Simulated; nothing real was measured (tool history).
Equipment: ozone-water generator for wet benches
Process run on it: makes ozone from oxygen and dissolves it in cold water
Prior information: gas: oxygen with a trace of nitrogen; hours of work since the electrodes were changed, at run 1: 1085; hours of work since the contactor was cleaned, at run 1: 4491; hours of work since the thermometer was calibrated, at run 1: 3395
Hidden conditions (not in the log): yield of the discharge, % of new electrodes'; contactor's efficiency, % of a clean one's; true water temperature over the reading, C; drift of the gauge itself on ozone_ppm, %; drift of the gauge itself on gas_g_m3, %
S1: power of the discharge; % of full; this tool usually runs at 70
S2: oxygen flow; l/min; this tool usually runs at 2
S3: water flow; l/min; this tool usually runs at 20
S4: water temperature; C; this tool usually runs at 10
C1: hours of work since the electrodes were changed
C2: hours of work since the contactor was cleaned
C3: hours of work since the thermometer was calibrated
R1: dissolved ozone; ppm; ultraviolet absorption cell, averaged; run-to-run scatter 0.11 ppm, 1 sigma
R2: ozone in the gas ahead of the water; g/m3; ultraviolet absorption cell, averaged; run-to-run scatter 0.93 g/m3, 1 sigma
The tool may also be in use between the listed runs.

| run | hour | S1 | S2 | S3 | S4 | C1 | C2 | C3 | R1 | R2 |
|---|---|---|---|---|---|---|---|---|---|---|
| 1 | 0 | 70 | 2 | 20 | 10 | 1085 | 4491 | 3395 | 8.2 | 156.3 |
| 2 | 32.4 | 70 | 2 | 20 | 10 | 1113 | 4519 | 3423 | 8 | 155.6 |
| 3 | 77.7 | 70 | 2 | 20 | 9 | 1152 | 4558 | 3462 | 8.3 | 157.2 |
| 4 | 123.8 | 70 | 2 | 20 | 9 | 1192 | 4598 | 3502 | 8 | 156.7 |
| 5 | 166.5 | 70 | 2 | 20 | 10 | 1229 | 4635 | 3539 | 8.1 | 157.2 |
| 6 | 202.1 | 70 | 2 | 20 | 10 | 1259 | 4665 | 3569 | 8.3 | 156.8 |
| 7 | 249.9 | 70 | 2.58 | 20 | 10 | 1300 | 4706 | 3610 | 8.5 | 136.1 |
| 8 | 286.8 | 70 | 2.58 | 20 | 10 | 1332 | 4738 | 3642 | 8.7 | 135.7 |
| 9 | 312 | 70 | 2.58 | 20 | 10 | 1354 | 4760 | 3664 | 8.6 | 138.2 |
| 10 | 342.3 | 53 | 3.26 | 25 | 7 | 1380 | 4786 | 3690 | 6 | 99.7 |
| 11 | 395.5 | 70 | 2 | 20 | 11 | 1426 | 4832 | 3736 | 8.1 | 158.1 |
| 12 | 432.7 | 46 | 1.15 | 15 | 7 | 1458 | 4864 | 3768 | 7.4 | 164.4 |
| 13 | 475.9 | 46 | 1.15 | 15 | 7 | 1495 | 4901 | 3805 | 7.8 | 164.6 |
| 14 | 515.5 | 52 | 1.15 | 23 | 7 | 1529 | 4935 | 3839 | 4.8 | 177.2 |

5 options for the next run, each taken on its own from the tool as it stands now. Forecast them:
| A | 560.3 | 52 | 3.36 | 16 | 7 | 1568 | 4974 | 3878 | ? | ? |
| B | 560.3 | 87 | 2 | 19 | 10 | 1568 | 4974 | 3878 | ? | ? |
| C | 560.3 | 60 | 1.15 | 23 | 7 | 1568 | 4974 | 3878 | ? | ? |
| D | 560.3 | 52 | 1.15 | 27 | 8 | 1568 | 4974 | 3878 | ? | ? |
| E | 560.3 | 52 | 1.15 | 15 | 8 | 1568 | 4974 | 3878 | ? | ? |

| run | R1 | R2 |
|---|---|---|
| A | 9.7 | 96.9 |
| B | 9.8 | 181.4 |
| C | 5.2 | 196.8 |
| D | 3.7 | 177.4 |
| E | 8.3 | 177.9 |
With no hidden state in the tool, these same runs would have given:
| run | R1 | R2 |
|---|---|---|
| A | 9.7 | 95.8 |
| B | 9.9 | 179.3 |
| C | 5.2 | 194.6 |
| D | 3.7 | 175.4 |
| E | 8.3 | 175.9 |
